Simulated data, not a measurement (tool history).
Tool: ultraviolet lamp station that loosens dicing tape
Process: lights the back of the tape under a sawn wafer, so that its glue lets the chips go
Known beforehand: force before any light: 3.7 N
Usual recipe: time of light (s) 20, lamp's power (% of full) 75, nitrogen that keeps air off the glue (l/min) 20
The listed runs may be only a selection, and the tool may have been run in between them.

run	day	time of light (s)	lamp's power (% of full)	nitrogen that keeps air off the glue (l/min)	force that peels the tape off (N)	light that reached the tape (mJ/cm²)
1	0	20	75	20	0.245	243
2	3.538	20	75	20	0.263	235
3	6.758	20	75	20	0.262	236
4	9.9	18	75	20	0.318	208
5	12.592	18	75	20	0.324	199
6	14.438	18	75	20	0.331	196
7	17.421	20	67	20	0.352	188
8	19.246	20	67	20	0.358	187
9	22.379	20	67	20	0.355	185
10	24.671	20	67	20	0.374	179
11	26.45	20	75	20	0.319	199
12	29.721	20	75	20	0.328	193
# day 30.683: window cleaned of glue's vapour
13	31.433	20	75	20	0.284	219
14	33.796	20	75	20	0.284	214
15	36.458	20	75	20	0.31	211
16	39.575	20	71	20	0.338	195
17	41.275	20	71	20	0.358	190
18	44.062	20	71	34	0.282	188
19	45.888	20	71	34	0.283	185
20	48.892	20	93	34	0.214	230
21	52.021	20	93	34	0.225	226
22	55.7	32	75	9	0.316	282
23	58.121	16	82	20	0.523	155
24	60.579	19	61	33	0.474	131
25	62.117	35	71	10	0.326	273
26	64.067	35	71	10	0.311	273
27	66.058	12	90	11	1.013	116
28	68.992	32	66	8	0.518	222
# day 71.504: window cleaned of glue's vapour
29	71.95	32	66	8	0.434	240

Run 30, settings as shown, results not yet in. Your forecast:
30	74.788	32	93	8	?	?

{"run 30": {"force that peels the tape off (N)": 0.276, "light that reached the tape (mJ/cm²)": 335}}
Take away the tool's hidden state, keep the run-to-run variation as it was, and the same run would have given force that peels the tape off (N) 0.188, light that reached the tape (mJ/cm²) 512.
